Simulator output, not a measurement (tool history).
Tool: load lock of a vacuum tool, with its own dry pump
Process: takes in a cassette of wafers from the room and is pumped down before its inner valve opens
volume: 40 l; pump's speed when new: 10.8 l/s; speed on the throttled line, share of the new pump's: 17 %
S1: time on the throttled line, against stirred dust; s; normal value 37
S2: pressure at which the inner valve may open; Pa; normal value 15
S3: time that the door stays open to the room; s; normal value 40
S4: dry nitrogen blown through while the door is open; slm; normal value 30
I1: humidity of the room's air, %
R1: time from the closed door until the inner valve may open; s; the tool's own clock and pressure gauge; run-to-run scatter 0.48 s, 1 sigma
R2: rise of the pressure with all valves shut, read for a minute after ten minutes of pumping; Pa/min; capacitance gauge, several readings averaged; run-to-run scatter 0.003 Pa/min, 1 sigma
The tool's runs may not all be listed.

Run 1, day 0: usual settings; I1 45. Result: R1 68.6 s, R2 0.039 Pa/min.
Run 2, day 9.446: usual settings; I1 41.7. Result: R1 68.8 s, R2 0.041 Pa/min.
Run 3, day 16.438: usual settings; I1 41.9. Result: R1 69.2 s, R2 0.04 Pa/min.
Run 4, day 20.746: usual settings; I1 44.8. Result: R1 69.3 s, R2 0.035 Pa/min.
Run 5, day 30.808: usual settings; I1 46.2. Result: R1 69.1 s, R2 0.037 Pa/min.
Run 6, day 36.55: usual settings; I1 45. Result: R1 69.6 s, R2 0.042 Pa/min.
Run 7, day 43.767: usual settings; I1 43.4. Result: R1 68.6 s, R2 0.045 Pa/min.
Run 8, day 51.746: usual settings; I1 43.6. Result: R1 69.6 s, R2 0.046 Pa/min.
Run 9, day 61.412: usual settings but S3 89 s; I1 42.7. Result: R1 70 s, R2 0.045 Pa/min.
Run 10, day 71.721: usual settings but S3 89 s; I1 46.2. Result: R1 69.4 s, R2 0.051 Pa/min.
Run 11, day 81.65: usual settings but S3 89 s; I1 48.2. Result: R1 70.5 s, R2 0.056 Pa/min.
Run 12, day 89.712: usual settings but S1 30 s, S3 89 s; I1 43.5. Result: R1 64.7 s, R2 0.053 Pa/min.
Run 13, day 99.204: usual settings; I1 45. Result: R1 70.2 s, R2 0.054 Pa/min.
Run 14, day 106.946: usual settings but S1 45 s; I1 44.7. Result: R1 75.9 s, R2 0.048 Pa/min.
Run 15, day 115.542: usual settings but S1 45 s; I1 45.3. Result: R1 76.1 s, R2 0.059 Pa/min.
Run 16, day 125.596: usual settings but S1 45 s; I1 43.8. Result: R1 77.1 s, R2 0.052 Pa/min.
Run 17, day 134.062: usual settings; I1 44.7. Result: R1 69.9 s, R2 0.057 Pa/min.
Run 18, day 142.221: usual settings; I1 41.3. Result: R1 71.2 s, R2 0.06 Pa/min.
Run 19, day 151.721: usual settings but S2 11 Pa; I1 47.4. Result: R1 71.8 s, R2 0.059 Pa/min.
Run 20, day 159.679: usual settings but S1 73 s, S2 11 Pa, S3 121 s, S4 27 slm; I1 46. Result: R1 98.6 s, R2 0.071 Pa/min.
Run 21, day 164.946: usual settings but S1 22 s, S4 21 slm; I1 45.1. Result: R1 58.7 s, R2 0.067 Pa/min.
Run 22, day 174.521: usual settings but S1 22 s, S4 5 slm; I1 43.5. Result: R1 57.9 s, R2 0.076 Pa/min.
Run 23, day 184.925: usual settings but S1 30 s, S3 31 s, S4 5 slm; I1 42.1. Result: R1 65.2 s, R2 0.076 Pa/min.
Run 24, day 195.438: usual settings; I1 49.4. Result: R1 71.1 s, R2 0.072 Pa/min.
Run 25, day 204.021: usual settings; I1 44.1. Result: R1 63.2 s, R2 0.07 Pa/min.
Run 26, day 212.796: usual settings but S1 29 s, S2 12 Pa, S3 143 s, S4 13 slm; I1 42. Result: R1 57.5 s, R2 0.092 Pa/min.
Run 27, day 221.45: usual settings but S1 29 s, S2 12 Pa, S3 143 s, S4 13 slm; I1 46.2. Result: R1 57.6 s, R2 0.095 Pa/min.
Run 28, day 230.017: usual settings but S3 32 s; I1 40.2. Result: R1 63.1 s, R2 0.074 Pa/min.
Run 29, day 237.008: usual settings but S1 20 s, S2 16 Pa; I1 42.2. Result: R1 48.4 s, R2 0.079 Pa/min.
Run 30, day 245.721: usual settings but S1 20 s, S2 16 Pa; I1 45.6. Result: R1 49.4 s, R2 0.09 Pa/min.
Run 31, day 254.012: usual settings but S1 20 s, S2 14 Pa, S3 76 s; I1 48.4. Result: R1 48.9 s, R2 0.092 Pa/min.
Run 32, day 258.433: usual settings but S4 6 slm; I1 45. Result: R1 62.6 s, R2 0.093 Pa/min.
Run 33, day 263.912: usual settings but S1 18 s, S2 14 Pa, S3 29 s, S4 6 slm; I1 45.1. Result: R1 47.8 s, R2 0.099 Pa/min.
Run 34, day 270.954: usual settings but S1 18 s, S3 185 s, S4 33 slm; I1 41.4. Result: R1 47.5 s, R2 0.09 Pa/min.
Run 35, day 277.3: usual settings but S1 18 s, S3 185 s, S4 33 slm; I1 42. Result: R1 47.9 s, R2 0.096 Pa/min.
Run 36, day 287.525: usual settings but S1 18 s, S3 185 s, S4 33 slm; I1 43.9. Result: R1 48.8 s, R2 0.104 Pa/min.
Run 37, day 291.833: usual settings but S1 50 s, S3 75 s, S4 4 slm; I1 44. Result: R1 74.4 s, R2 0.112 Pa/min.
Run 38, day 298.383: usual settings but S1 50 s, S3 75 s, S4 4 slm; I1 42. Result: R1 74.1 s, R2 0.111 Pa/min.

Taken out of this log: 1 entry between the listed runs. Where each belongs, and how the hidden state differs across it:
After run 24, before run 25: dry pump taken out, an overhauled one fitted (day 200.35)
  pump's speed, % of a new pump's: 78.9 -> 101.3; leak at the door's seal, Pa l/s: 0.0383 -> 0.0396
  measured minus no-state result, R1: +7.2 -> -0.3 s; R2: +0.054 -> +0.058 Pa/min
